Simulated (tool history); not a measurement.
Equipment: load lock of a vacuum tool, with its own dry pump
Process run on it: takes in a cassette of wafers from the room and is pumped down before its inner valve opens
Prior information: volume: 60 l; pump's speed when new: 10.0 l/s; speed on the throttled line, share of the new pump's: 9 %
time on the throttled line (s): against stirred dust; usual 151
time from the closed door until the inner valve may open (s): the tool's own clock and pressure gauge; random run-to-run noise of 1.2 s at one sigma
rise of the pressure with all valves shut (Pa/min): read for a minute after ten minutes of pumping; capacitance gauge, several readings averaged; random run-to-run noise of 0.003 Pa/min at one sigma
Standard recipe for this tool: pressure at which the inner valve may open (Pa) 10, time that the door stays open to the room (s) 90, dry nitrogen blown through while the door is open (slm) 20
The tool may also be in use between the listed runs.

run,hour,time on the throttled line (s),pressure at which the inner valve may open (Pa),time that the door stays open to the room (s),dry nitrogen blown through while the door is open (slm),"incoming humidity of the room's air, %",time from the closed door until the inner valve may open (s),rise of the pressure with all valves shut (Pa/min)
1,0.0,151,10,90,20,44.8,202.8,0.084
2,493.6,151,10,90,20,43.4,200.1,0.107
3,975.6,85,10,90,20,46.1,141.8,0.141
4,1434.1,151,17,90,20,43.0,198.1,0.174
5,1831.1,151,10,90,20,44.5,202.5,0.208
6,2388.2,151,10,90,20,46.7,204.8,0.254
7,2665.3,151,10,90,20,45.0,203.6,0.279
8,3259.4,151,10,90,22,42.3,192.2,0.334
9,3617.1,151,10,90,22,42.9,194.6,0.374
10,4104.6,151,10,90,20,44.4,194.4,0.425
11,4467.7,236,10,90,20,41.4,270.0,0.497
12,5045.8,151,10,90,20,48.3,196.0,0.047
13,5530.0,151,10,65,20,47.5,195.9,0.049
14,6168.1,151,10,28,20,46.7,196.4,0.070
15,6732.2,151,10,28,20,42.6,194.7,0.094
16,7337.5,151,10,28,20,44.8,197.6,0.126
17,7682.3,151,10,28,20,46.4,197.4,0.149
18,8102.4,151,10,28,20,43.4,198.5,0.182
19,8625.2,151,10,28,20,42.9,198.5,0.223
20,9210.5,151,10,28,20,44.6,199.2,0.281
21,9845.7,260,10,224,20,44.5,299.3,0.367
22,10214.2,114,10,90,20,44.5,166.1,0.405
23,10651.9,167,10,90,43,43.3,214.6,0.431
24,10926.9,167,10,90,43,46.0,214.9,0.458
25,11211.9,166,10,90,14,44.7,214.0,0.524
26,11582.4,166,10,90,14,40.4,212.5,0.038
27,12080.9,166,10,90,14,46.7,215.3,0.056
28,12678.8,166,10,90,14,44.1,214.7,0.082
29,13031.5,112,9,41,7,43.9,170.8,0.096
30,13563.5,112,9,220,21,49.5,170.2,0.148
31,13964.4,295,12,90,20,43.6,322.1,0.147
32,14302.1,93,16,90,20,42.7,138.5,0.169
33,14601.8,79,12,90,20,44.0,126.9,0.182
34,15069.1,79,8,90,20,46.9,131.4,0.230
35,15586.8,211,10,170,29,43.6,248.2,0.269
36,16053.6,84,10,90,18,42.5,134.4,0.301

Not shown: 4 entries that the log had between the listed runs. Between which runs, and how does the tool's hidden state differ before and after?
Logged between run 7 and run 8: dry pump taken out, an overhauled one fitted (hour 2943.9)
  pump's speed, % of a new pump's: 79.3 -> 98.8; leak at the door's seal, Pa l/s: 0.2448 -> 0.3062
  measured value less the no-hidden-state value, time from the closed door until the inner valve may open (s): +11.0 -> +0.6; rise of the pressure with all valves shut (Pa/min): +0.240 -> +0.303
Logged between run 11 and run 12: door's seal changed, seat wiped (hour 4949.9)
  pump's speed, % of a new pump's: 96.5 -> 95.3; leak at the door's seal, Pa l/s: 0.4522 -> 0.0051
  measured value less the no-hidden-state value, time from the closed door until the inner valve may open (s): +1.2 -> +2.2; rise of the pressure with all valves shut (Pa/min): +0.458 -> +0.003
Logged between run 25 and run 26: door's seal changed, seat wiped (hour 11492.8)
  pump's speed, % of a new pump's: 83.6 -> 82.9; leak at the door's seal, Pa l/s: 0.4858 -> 0.0049
  measured value less the no-hidden-state value, time from the closed door until the inner valve may open (s): +8.0 -> +8.2; rise of the pressure with all valves shut (Pa/min): +0.483 -> +0.003
Logged between run 30 and run 31: dry pump taken out, an overhauled one fitted (hour 13792.2)
  pump's speed, % of a new pump's: 79.1 -> 98.5; leak at the door's seal, Pa l/s: 0.0932 -> 0.1116
  measured value less the no-hidden-state value, time from the closed door until the inner valve may open (s): +12.1 -> +0.4; rise of the pressure with all valves shut (Pa/min): +0.091 -> +0.108

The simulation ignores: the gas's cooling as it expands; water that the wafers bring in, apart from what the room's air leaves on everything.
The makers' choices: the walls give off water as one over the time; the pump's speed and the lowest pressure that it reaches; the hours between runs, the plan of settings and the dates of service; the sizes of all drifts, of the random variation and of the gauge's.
